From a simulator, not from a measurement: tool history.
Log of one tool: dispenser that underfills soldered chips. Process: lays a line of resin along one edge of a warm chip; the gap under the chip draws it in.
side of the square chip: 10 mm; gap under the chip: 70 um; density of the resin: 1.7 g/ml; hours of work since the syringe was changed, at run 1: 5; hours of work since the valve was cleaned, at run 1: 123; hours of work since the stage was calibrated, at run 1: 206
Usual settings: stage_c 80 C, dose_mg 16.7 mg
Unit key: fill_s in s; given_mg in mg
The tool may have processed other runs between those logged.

| run | hour | stage_c | dose_mg | hours of work since the syringe was changed | hours of work since the valve was cleaned | hours of work since the stage was calibrated | fill_s | given_mg |
|---|---|---|---|---|---|---|---|---|
| 1 | 0.0 | 80 | 16.7 | 5 | 123 | 206 | 57.3 | 16.07 |
|  | 1.5 | new syringe of resin |
|  | 9.0 | new syringe of resin |
| 2 | 9.0 | 80 | 16.7 | 0 | 129 | 212 | 40.0 | 16.01 |
|  | 16.3 | dispensing valve cleaned and set on the balance |
|  | 17.8 | new syringe of resin |
| 3 | 19.7 | 80 | 16.7 | 1 | 2 | 219 | 44.6 | 16.69 |
| 4 | 24.0 | 80 | 16.7 | 5 | 5 | 222 | 58.3 | 16.67 |
|  | 25.7 | new syringe of resin |
| 5 | 29.7 | 80 | 16.7 | 3 | 9 | 226 | 51.3 | 16.70 |
|  | 33.0 | new syringe of resin |
| 6 | 38.0 | 80 | 16.7 | 4 | 15 | 232 | 53.7 | 16.60 |
|  | 40.4 | new syringe of resin |
| 7 | 44.5 | 80 | 16.7 | 3 | 20 | 237 | 53.3 | 16.59 |
|  | 48.6 | new syringe of resin |
| 8 | 49.7 | 68 | 16.7 | 1 | 23 | 240 | 68.0 | 16.54 |
| 9 | 54.8 | 80 | 14.8 | 5 | 27 | 244 | 60.0 | 14.68 |
|  | 56.3 | new syringe of resin |
| 10 | 62.6 | 80 | 14.8 | 5 | 33 | 250 | 60.6 | 14.61 |
|  | 63.6 | new syringe of resin |
| 11 | 69.6 | 80 | 14.8 | 4 | 38 | 255 | 60.6 | 14.63 |
|  | 71.5 | new syringe of resin |
| 12 | 76.8 | 65 | 17.9 | 4 | 43 | 260 | 101.2 | 17.67 |
|  | 79.0 | new syringe of resin |
| 13 | 81.9 | 71 | 18.8 | 2 | 46 | 263 | 68.7 | 18.51 |
|  | 86.4 | new syringe of resin |
| 14 | 87.0 | 92 | 19.1 | 1 | 50 | 267 | 27.0 | 18.76 |
|  | 94.4 | new syringe of resin |
| 15 | 94.7 | 92 | 19.1 | 0 | 55 | 272 | 26.4 | 18.78 |
|  | 102.2 | new syringe of resin |
| 16 | 104.5 | 92 | 19.1 | 2 | 62 | 279 | 29.4 | 18.66 |
|  | 109.5 | new syringe of resin |
| 17 | 114.7 | 92 | 19.1 | 4 | 70 | 286 | 35.2 | 18.69 |
|  | 117.6 | new syringe of resin |
| 18 | 119.7 | 80 | 18.5 | 1 | 73 | 290 | 45.3 | 18.12 |

Hidden state or all else? Some run-to-run changes of fill_s, split into what the settings, what came in and random variation would give without the hidden state, and what is left for the hidden state (with any gauge scatter that isn't in both results):
Hidden conditions of the tool in this case: resin's viscosity, % of fresh resin's; dose that the valve gives, % of what is set; true chip temperature over the reading, C; drift of the gauge itself on fill_s, %; drift of the gauge itself on given_mg, %.
Run 12 -> 13: stage_c 65 -> 71, dose_mg 17.9 -> 18.8, new syringe of resin. fill_s -32.5 s: hidden state -17.5, all else -15.0.
Run 13 -> 14: stage_c 71 -> 92, dose_mg 18.8 -> 19.1, new syringe of resin. fill_s -41.7 s: hidden state -12.4, all else -29.3.
